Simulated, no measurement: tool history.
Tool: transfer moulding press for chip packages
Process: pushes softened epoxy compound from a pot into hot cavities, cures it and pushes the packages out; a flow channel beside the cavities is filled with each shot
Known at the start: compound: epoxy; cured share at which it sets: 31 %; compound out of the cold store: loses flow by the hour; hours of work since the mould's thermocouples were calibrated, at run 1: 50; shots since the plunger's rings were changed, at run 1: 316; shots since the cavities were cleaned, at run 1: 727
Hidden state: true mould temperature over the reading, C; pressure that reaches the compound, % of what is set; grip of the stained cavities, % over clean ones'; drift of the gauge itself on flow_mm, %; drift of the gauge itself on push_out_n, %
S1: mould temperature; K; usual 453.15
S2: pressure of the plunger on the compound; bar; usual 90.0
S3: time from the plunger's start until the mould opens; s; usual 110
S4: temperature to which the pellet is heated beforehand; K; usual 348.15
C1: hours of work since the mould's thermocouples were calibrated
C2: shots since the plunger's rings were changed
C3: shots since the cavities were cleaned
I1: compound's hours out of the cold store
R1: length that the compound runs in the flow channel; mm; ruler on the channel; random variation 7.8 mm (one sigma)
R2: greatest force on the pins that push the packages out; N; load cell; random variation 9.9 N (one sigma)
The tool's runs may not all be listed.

{"run": 1, "hour": 0.0, "S1": 453.15, "S2": 90.0, "S3": 110, "S4": 348.15, "C1": 50, "C2": 316, "C3": 727, "I1": 43.8, "R1": 936, "R2": 813}
{"hour": 14.8, "done": "cavities cleaned with cleaning compound and waxed"}
{"run": 2, "hour": 57.7, "S1": 453.15, "S2": 90.0, "S3": 110, "S4": 348.15, "C1": 79, "C2": 837, "C3": 398, "I1": 33.6, "R1": 943, "R2": 696}
{"run": 3, "hour": 93.5, "S1": 453.15, "S2": 90.0, "S3": 110, "S4": 348.15, "C1": 97, "C2": 1169, "C3": 730, "I1": 42.8, "R1": 913, "R2": 819}
{"hour": 109.7, "done": "cavities cleaned with cleaning compound and waxed"}
{"run": 4, "hour": 133.8, "S1": 453.15, "S2": 90.0, "S3": 110, "S4": 348.15, "C1": 117, "C2": 1530, "C3": 224, "I1": 38.9, "R1": 922, "R2": 606}
{"run": 5, "hour": 166.8, "S1": 453.15, "S2": 90.0, "S3": 110, "S4": 348.15, "C1": 134, "C2": 1836, "C3": 530, "I1": 38.1, "R1": 907, "R2": 749}
{"hour": 201.3, "done": "cavities cleaned with cleaning compound and waxed"}
{"run": 6, "hour": 201.3, "S1": 453.15, "S2": 90.0, "S3": 110, "S4": 348.15, "C1": 151, "C2": 2141, "C3": 0, "I1": 44.4, "R1": 891, "R2": 458}
{"run": 7, "hour": 259.7, "S1": 453.15, "S2": 90.0, "S3": 110, "S4": 348.15, "C1": 181, "C2": 2684, "C3": 543, "I1": 47.6, "R1": 880, "R2": 743}
{"run": 8, "hour": 289.2, "S1": 453.15, "S2": 90.0, "S3": 110, "S4": 348.15, "C1": 196, "C2": 2958, "C3": 817, "I1": 11.4, "R1": 956, "R2": 828}
{"hour": 295.3, "done": "cavities cleaned with cleaning compound and waxed"}
{"run": 9, "hour": 347.8, "S1": 453.15, "S2": 90.0, "S3": 110, "S4": 348.15, "C1": 225, "C2": 3487, "C3": 487, "I1": 46.0, "R1": 862, "R2": 722}
{"hour": 386.3, "done": "cavities cleaned with cleaning compound and waxed"}
{"run": 10, "hour": 394.1, "S1": 453.15, "S2": 90.0, "S3": 110, "S4": 348.15, "C1": 248, "C2": 3902, "C3": 72, "I1": 10.4, "R1": 926, "R2": 511}
{"run": 11, "hour": 459.7, "S1": 453.15, "S2": 90.0, "S3": 110, "S4": 348.15, "C1": 282, "C2": 4511, "C3": 681, "I1": 44.8, "R1": 859, "R2": 829}
{"hour": 477.8, "done": "cavities cleaned with cleaning compound and waxed"}
{"run": 12, "hour": 507.9, "S1": 453.15, "S2": 90.0, "S3": 110, "S4": 348.15, "C1": 306, "C2": 4944, "C3": 279, "I1": 36.1, "R1": 872, "R2": 641}
{"run": 13, "hour": 542.7, "S1": 453.15, "S2": 90.0, "S3": 110, "S4": 348.15, "C1": 323, "C2": 5268, "C3": 603, "I1": 44.4, "R1": 846, "R2": 769}
{"hour": 569.4, "done": "cavities cleaned with cleaning compound and waxed"}
{"run": 14, "hour": 590.4, "S1": 453.15, "S2": 90.0, "S3": 110, "S4": 348.15, "C1": 347, "C2": 5696, "C3": 195, "I1": 13.2, "R1": 895, "R2": 610}
{"hour": 621.2, "done": "plunger's sealing rings changed"}
{"run": 15, "hour": 632.3, "S1": 460.15, "S2": 90.0, "S3": 110, "S4": 348.15, "C1": 367, "C2": 103, "C3": 561, "I1": 38.0, "R1": 929, "R2": 732}
{"hour": 663.5, "done": "cavities cleaned with cleaning compound and waxed"}
{"run": 16, "hour": 671.5, "S1": 460.15, "S2": 90.0, "S3": 110, "S4": 348.15, "C1": 387, "C2": 452, "C3": 74, "I1": 39.0, "R1": 922, "R2": 485}
{"run": 17, "hour": 718.2, "S1": 453.15, "S2": 90.0, "S3": 110, "S4": 338.15, "C1": 411, "C2": 886, "C3": 508, "I1": 18.0, "R1": 990, "R2": 743}
{"hour": 757.1, "done": "cavities cleaned with cleaning compound and waxed"}
{"run": 18, "hour": 759.3, "S1": 461.15, "S2": 90.0, "S3": 110, "S4": 338.15, "C1": 431, "C2": 1253, "C3": 21, "I1": 27.3, "R1": 939, "R2": 445}
{"run": 19, "hour": 803.4, "S1": 450.15, "S2": 93.6, "S3": 144, "S4": 350.15, "C1": 453, "C2": 1662, "C3": 430, "I1": 16.4, "R1": 1004, "R2": 653}
{"hour": 852.1, "done": "cavities cleaned with cleaning compound and waxed"}
{"run": 20, "hour": 869.9, "S1": 450.15, "S2": 93.6, "S3": 144, "S4": 350.15, "C1": 487, "C2": 2265, "C3": 165, "I1": 34.6, "R1": 948, "R2": 546}
{"run": 21, "hour": 898.9, "S1": 450.15, "S2": 105.0, "S3": 110, "S4": 357.15, "C1": 501, "C2": 2534, "C3": 434, "I1": 15.9, "R1": 1046, "R2": 774}

Forecast run 22:
{"hour": 942.7, "done": "cavities cleaned with cleaning compound and waxed"}
{"run": 22, "hour": 947.4, "S1": 450.15, "S2": 105.0, "S3": 110, "S4": 357.15, "C1": 526, "C2": 2970, "C3": 44, "I1": 10.1, "R1": "?", "R2": "?"}

R1: 1046 mm
R2: 524 N
Without the tool's hidden state the same run would have given R1 1107 mm, R2 474 N.
